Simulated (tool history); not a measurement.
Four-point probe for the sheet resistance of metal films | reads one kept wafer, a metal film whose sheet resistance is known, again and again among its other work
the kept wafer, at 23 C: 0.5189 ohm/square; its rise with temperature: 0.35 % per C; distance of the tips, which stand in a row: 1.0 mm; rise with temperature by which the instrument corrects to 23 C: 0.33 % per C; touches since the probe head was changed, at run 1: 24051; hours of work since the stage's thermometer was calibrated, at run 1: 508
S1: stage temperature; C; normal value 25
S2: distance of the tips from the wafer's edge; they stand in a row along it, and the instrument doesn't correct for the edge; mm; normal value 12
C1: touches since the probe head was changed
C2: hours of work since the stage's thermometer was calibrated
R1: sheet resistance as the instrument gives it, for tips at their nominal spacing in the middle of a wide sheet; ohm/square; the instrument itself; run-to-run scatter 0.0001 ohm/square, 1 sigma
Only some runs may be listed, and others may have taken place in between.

run	hour	S1	S2	C1	C2	R1
1	0	25	12	24051	508	0.523958
2	22.8	25	12	24624	524	0.523894
3	34.3	25	12	24912	532	0.523772
4	50.9	25	12	25329	544	0.523977
5	65.9	25	12	25704	554	0.524037
6	79	23	12	26034	563	0.523724
7	93	23	12	26384	573	0.523873
8	107	23	12	26735	583	0.523765
9	119.4	23	12	27048	592	0.523784
10	140.8	21	4	27584	607	0.538544
11	162.7	21	4	28133	622	0.53864
12	173.4	34	16	28401	630	0.524469
13	194.4	34	16	28928	644	0.524362
14	205.1	34	16	29198	652	0.524416
15	227.9	24	16	29769	668	0.523248
16	246.6	29	12	30238	681	0.524556

Here are 5 independent what-if runs from the current tool condition. What would each one return?
A	263.1	26	65	30653	692	?
B	263.1	22	73	30653	692	?
C	263.1	20	12	30653	692	?
D	263.1	28	55	30653	692	?
E	263.1	27	7	30653	692	?

run	R1
A	0.52231
B	0.521766
C	0.523614
D	0.522703
E	0.528284
What these runs would have given with no unlogged condition in the tool:
run	R1
A	0.519202
B	0.518664
C	0.520503
D	0.519591
E	0.525143

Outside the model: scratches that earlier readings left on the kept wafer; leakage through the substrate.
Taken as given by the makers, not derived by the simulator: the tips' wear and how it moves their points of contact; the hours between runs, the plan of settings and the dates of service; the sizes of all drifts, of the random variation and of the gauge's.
